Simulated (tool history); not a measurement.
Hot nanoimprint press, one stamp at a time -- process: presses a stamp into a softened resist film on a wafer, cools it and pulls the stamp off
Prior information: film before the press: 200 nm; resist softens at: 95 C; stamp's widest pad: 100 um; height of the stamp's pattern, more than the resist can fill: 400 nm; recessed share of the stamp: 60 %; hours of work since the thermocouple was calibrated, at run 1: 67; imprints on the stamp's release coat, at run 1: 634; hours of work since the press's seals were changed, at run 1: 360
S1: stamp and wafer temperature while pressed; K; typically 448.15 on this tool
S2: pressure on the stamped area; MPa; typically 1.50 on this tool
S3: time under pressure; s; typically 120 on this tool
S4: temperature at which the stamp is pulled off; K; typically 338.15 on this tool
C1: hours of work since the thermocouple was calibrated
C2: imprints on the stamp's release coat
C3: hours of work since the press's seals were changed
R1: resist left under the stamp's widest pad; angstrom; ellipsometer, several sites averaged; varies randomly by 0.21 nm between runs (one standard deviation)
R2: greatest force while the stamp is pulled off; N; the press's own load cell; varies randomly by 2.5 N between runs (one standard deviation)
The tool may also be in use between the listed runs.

| run | day | S1 | S2 | S3 | S4 | C1 | C2 | C3 | R1 | R2 |
|---|---|---|---|---|---|---|---|---|---|---|
| 1 | 0.000 | 448.15 | 1.50 | 120 | 338.15 | 67 | 634 | 360 | 917 | 212 |
| 2 | 2.688 | 448.15 | 1.50 | 120 | 338.15 | 104 | 746 | 396 | 921 | 205 |
| 3 | 5.146 | 448.15 | 1.50 | 120 | 338.15 | 138 | 848 | 430 | 919 | 215 |
| 4 | 6.688 | 448.15 | 1.50 | 120 | 338.15 | 159 | 913 | 451 | 925 | 214 |
| 5 | 8.362 | 448.15 | 1.50 | 120 | 338.15 | 182 | 982 | 474 | 918 | 214 |
| 6 | 11.433 | 451.15 | 1.50 | 120 | 338.15 | 224 | 1110 | 516 | 847 | 215 |
| 7 | 12.875 | 448.15 | 1.50 | 120 | 338.15 | 244 | 1170 | 536 | 919 | 212 |
|  | 15.967 | stamp cleaned and given a new release coat |
| 8 | 15.967 | 448.15 | 1.50 | 120 | 335.15 | 283 | 0 | 575 | 917 | 218 |
| 9 | 18.625 | 448.15 | 1.50 | 120 | 338.15 | 320 | 111 | 612 | 919 | 210 |
| 10 | 21.362 | 448.15 | 1.50 | 120 | 338.15 | 357 | 224 | 649 | 921 | 208 |
| 11 | 24.067 | 450.15 | 1.20 | 95 | 344.15 | 394 | 337 | 686 | 1059 | 203 |
| 12 | 26.692 | 439.15 | 1.95 | 72 | 339.15 | 430 | 446 | 723 | 1203 | 205 |
|  | 27.867 | press's hydraulic seals changed and the load cell set to zero |
| 13 | 29.229 | 439.15 | 1.02 | 234 | 334.15 | 461 | 538 | 19 | 1183 | 219 |
|  | 31.375 | plate thermocouple calibrated |
| 14 | 32.342 | 439.15 | 1.02 | 234 | 334.15 | 13 | 662 | 60 | 1180 | 220 |
| 15 | 33.754 | 443.15 | 1.01 | 75 | 338.15 | 33 | 720 | 79 | 1435 | 211 |
| 16 | 36.104 | 436.15 | 1.01 | 75 | 338.15 | 65 | 818 | 111 | 1631 | 208 |
| 17 | 39.029 | 436.15 | 1.01 | 75 | 338.15 | 105 | 940 | 151 | 1626 | 212 |
| 18 | 40.904 | 436.15 | 1.01 | 75 | 338.15 | 131 | 1018 | 177 | 1630 | 213 |
| 19 | 42.392 | 447.15 | 2.00 | 91 | 338.15 | 151 | 1080 | 198 | 884 | 214 |

Predict each of these 5 candidate next runs independently; none follows another, all start after run 19:
| A | 44.646 | 448.15 | 2.16 | 230 | 330.15 | 182 | 1173 | 229 | ? | ? |
| B | 44.646 | 437.15 | 2.00 | 140 | 329.15 | 182 | 1173 | 229 | ? | ? |
| C | 44.646 | 442.15 | 2.00 | 70 | 338.15 | 182 | 1173 | 229 | ? | ? |
| D | 44.646 | 447.15 | 1.23 | 91 | 342.15 | 182 | 1173 | 229 | ? | ? |
| E | 44.646 | 448.15 | 1.50 | 120 | 338.15 | 182 | 1173 | 229 | ? | ? |

| run | R1 | R2 |
|---|---|---|
| A | 594 | 229 |
| B | 1037 | 228 |
| C | 1098 | 211 |
| D | 1144 | 203 |
| E | 917 | 207 |
Stripped of hidden state, with their random variation kept, the same runs would have yielded:
| run | R1 | R2 |
|---|---|---|
| A | 595 | 227 |
| B | 1037 | 226 |
| C | 1099 | 209 |
| D | 1145 | 202 |
| E | 917 | 206 |
